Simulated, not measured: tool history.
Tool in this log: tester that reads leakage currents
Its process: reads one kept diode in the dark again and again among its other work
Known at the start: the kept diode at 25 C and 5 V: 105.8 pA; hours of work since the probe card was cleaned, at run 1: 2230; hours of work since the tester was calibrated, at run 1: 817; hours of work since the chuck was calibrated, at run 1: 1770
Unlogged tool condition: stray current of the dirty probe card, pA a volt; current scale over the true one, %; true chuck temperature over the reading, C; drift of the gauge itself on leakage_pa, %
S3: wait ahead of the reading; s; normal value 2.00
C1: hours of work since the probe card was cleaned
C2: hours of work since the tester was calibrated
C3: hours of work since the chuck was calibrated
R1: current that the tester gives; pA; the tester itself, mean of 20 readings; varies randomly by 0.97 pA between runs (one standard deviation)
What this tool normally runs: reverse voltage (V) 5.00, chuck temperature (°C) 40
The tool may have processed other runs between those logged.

{"run": 1, "day": 0.0, "reverse voltage (V)": 5.0, "chuck temperature (°C)": 40, "S3": 2.0, "C1": 2230, "C2": 817, "C3": 1770, "R1": 368.25}
{"run": 2, "day": 1.525, "reverse voltage (V)": 1.11, "chuck temperature (°C)": 40, "S3": 2.0, "C1": 2249, "C2": 836, "C3": 1789, "R1": 209.98}
{"run": 3, "day": 3.271, "reverse voltage (V)": 5.0, "chuck temperature (°C)": 38, "S3": 2.0, "C1": 2271, "C2": 858, "C3": 1811, "R1": 322.66}
{"run": 4, "day": 5.067, "reverse voltage (V)": 5.0, "chuck temperature (°C)": 38, "S3": 2.0, "C1": 2293, "C2": 880, "C3": 1833, "R1": 322.75}
{"day": 5.667, "done": "chuck's temperature calibrated"}
{"run": 5, "day": 6.146, "reverse voltage (V)": 5.0, "chuck temperature (°C)": 38, "S3": 2.0, "C1": 2306, "C2": 893, "C3": 6, "R1": 283.24}
{"run": 6, "day": 7.388, "reverse voltage (V)": 5.0, "chuck temperature (°C)": 38, "S3": 2.0, "C1": 2321, "C2": 908, "C3": 22, "R1": 283.06}
{"run": 7, "day": 9.246, "reverse voltage (V)": 5.0, "chuck temperature (°C)": 38, "S3": 2.0, "C1": 2344, "C2": 932, "C3": 45, "R1": 282.21}
{"run": 8, "day": 10.942, "reverse voltage (V)": 2.65, "chuck temperature (°C)": 38, "S3": 2.0, "C1": 2366, "C2": 953, "C3": 66, "R1": 222.76}
{"run": 9, "day": 12.146, "reverse voltage (V)": 10.34, "chuck temperature (°C)": 40, "S3": 2.0, "C1": 2381, "C2": 968, "C3": 81, "R1": 428.21}
{"run": 10, "day": 13.133, "reverse voltage (V)": 10.34, "chuck temperature (°C)": 40, "S3": 2.0, "C1": 2393, "C2": 980, "C3": 94, "R1": 430.47}
{"run": 11, "day": 14.721, "reverse voltage (V)": 10.34, "chuck temperature (°C)": 39, "S3": 2.0, "C1": 2413, "C2": 1000, "C3": 113, "R1": 403.61}
{"run": 12, "day": 15.562, "reverse voltage (V)": 5.0, "chuck temperature (°C)": 22, "S3": 2.0, "C1": 2424, "C2": 1011, "C3": 124, "R1": 87.54}
{"run": 13, "day": 16.767, "reverse voltage (V)": 5.0, "chuck temperature (°C)": 40, "S3": 2.0, "C1": 2439, "C2": 1026, "C3": 139, "R1": 327.54}
{"day": 16.975, "done": "tester calibrated"}
{"run": 14, "day": 18.383, "reverse voltage (V)": 5.0, "chuck temperature (°C)": 40, "S3": 2.0, "C1": 2458, "C2": 18, "C3": 158, "R1": 330.26}
{"run": 15, "day": 20.133, "reverse voltage (V)": 5.0, "chuck temperature (°C)": 40, "S3": 2.0, "C1": 2480, "C2": 40, "C3": 180, "R1": 329.01}
{"run": 16, "day": 21.671, "reverse voltage (V)": 5.0, "chuck temperature (°C)": 40, "S3": 2.0, "C1": 2499, "C2": 59, "C3": 200, "R1": 329.59}
{"run": 17, "day": 23.125, "reverse voltage (V)": 1.53, "chuck temperature (°C)": 21, "S3": 0.57, "C1": 2517, "C2": 77, "C3": 218, "R1": 51.54}
{"run": 18, "day": 24.258, "reverse voltage (V)": 1.53, "chuck temperature (°C)": 46, "S3": 0.57, "C1": 2532, "C2": 91, "C3": 232, "R1": 318.91}
{"run": 19, "day": 26.1, "reverse voltage (V)": 1.01, "chuck temperature (°C)": 45, "S3": 5.99, "C1": 2555, "C2": 114, "C3": 255, "R1": 255.9}
{"run": 20, "day": 27.075, "reverse voltage (V)": 1.01, "chuck temperature (°C)": 31, "S3": 5.99, "C1": 2567, "C2": 127, "C3": 267, "R1": 94.3}

Expected results for the next run?
{"day": 28.242, "done": "tester calibrated, once more"}
{"run": 21, "day": 28.242, "reverse voltage (V)": 1.01, "chuck temperature (°C)": 31, "S3": 5.99, "C1": 2580, "C2": 0, "C3": 281, "R1": "?"}

{"run 21": {"R1": 93.84}}
With the hidden condition absent and the run-to-run variation left alone, this run would have shown R1 91.84 pA.

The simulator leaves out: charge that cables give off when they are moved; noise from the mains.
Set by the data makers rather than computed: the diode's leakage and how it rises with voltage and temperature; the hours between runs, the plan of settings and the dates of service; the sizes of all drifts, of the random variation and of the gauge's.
